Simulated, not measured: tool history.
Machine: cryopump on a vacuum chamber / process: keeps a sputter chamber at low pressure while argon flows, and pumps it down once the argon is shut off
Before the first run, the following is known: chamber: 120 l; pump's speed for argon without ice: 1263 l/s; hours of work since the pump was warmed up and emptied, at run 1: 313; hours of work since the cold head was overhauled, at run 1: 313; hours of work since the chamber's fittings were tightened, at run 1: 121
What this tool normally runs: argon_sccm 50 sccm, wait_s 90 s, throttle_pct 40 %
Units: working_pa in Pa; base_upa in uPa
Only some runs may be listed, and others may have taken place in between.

run	hour	argon_sccm	wait_s	throttle_pct	hours of work since the pump was warmed up and emptied	hours of work since the cold head was overhauled	hours of work since the chamber's fittings were tightened	working_pa	base_upa
1	0	50	90	40	313	313	121	0.1719	1.13
2	9.3	50	90	40	321	321	129	0.1717	1.19
3	20.9	50	90	40	330	330	138	0.1721	1.17
4	35.3	50	29	40	342	342	150	0.1721	2.73
5	58.1	50	134	40	361	361	169	0.1726	0.99
6	70	50	134	40	371	371	179	0.172	0.98
7	93.1	50	134	40	390	390	198	0.173	1.03
8	108.9	50	134	40	403	403	211	0.1722	1.05
9	123.9	50	134	40	415	415	223	0.1717	1.08
10	139	50	50	40	427	427	235	0.1721	1.89
11	158.5	50	50	40	443	443	252	0.1727	1.93
12	171.1	50	50	40	454	454	262	0.1738	2.02
13	188.2	50	114	40	468	468	276	0.1735	1.21
14	198.4	50	90	40	476	476	284	0.1741	1.36
15	218.6	50	90	40	493	493	301	0.1743	1.39
16	241.7	50	90	40	512	512	320	0.1724	1.39
17	263.7	50	90	20	530	530	338	0.3439	1.48
18	280.7	44	27	27	544	544	352	0.2257	3.06
19	301.9	47	25	38	562	562	370	0.1726	3.36
20	320	47	25	38	576	576	384	0.1718	3.43
21	333.3	47	25	38	587	587	395	0.1724	3.41
22	348.5	86	26	24	600	600	408	0.4918	3.28
23	367.4	86	26	24	615	615	423	0.4904	3.3
24	386.1	86	26	38	631	631	439	0.3189	3.35
25	404.9	86	26	38	646	646	454	0.3171	3.4
26	425.5	86	26	38	663	663	471	0.319	3.4
27	436.8	85	94	40	673	673	481	0.2979	1.59
28	447	50	288	22	681	681	489	0.3118	1.16
29	460.3	50	139	29	692	692	500	0.2382	1.38
30	475.7	25	128	21	705	705	513	0.1639	1.43
31	489.2	57	89	22	716	716	524	0.357	1.72
32	507.1	57	89	22	730	730	538	0.3575	1.77
33	525.6	50	90	46	746	746	554	0.1559	1.75

Results for each run, recomputed without the tool's hidden state and with each run's random variation untouched:
Hidden state present: pump's speed, % of a pump's without ice; cold plate's temperature, K; leak into the chamber, uPa l/s; drift of the gauge itself on working_pa, %; drift of the gauge itself on base_upa, %.
run	working_pa	base_upa
1	0.1676	0.93
2	0.1674	0.97
3	0.1676	0.94
4	0.1675	2.48
5	0.1678	0.72
6	0.1671	0.71
7	0.1678	0.72
8	0.1668	0.72
9	0.1663	0.73
10	0.1664	1.52
11	0.1669	1.54
12	0.1678	1.61
13	0.1673	0.8
14	0.1679	0.94
15	0.1678	0.94
16	0.1657	0.93
17	0.3369	0.98
18	0.2194	2.55
19	0.1657	2.82
20	0.1647	2.86
21	0.1652	2.82
22	0.4783	2.69
23	0.4766	2.68
24	0.3046	2.71
25	0.3026	2.73
26	0.304	2.72
27	0.283	0.89
28	0.303	0.45
29	0.2292	0.67
30	0.1594	0.69
31	0.3463	0.95
32	0.3466	0.99
33	0.1461	0.95
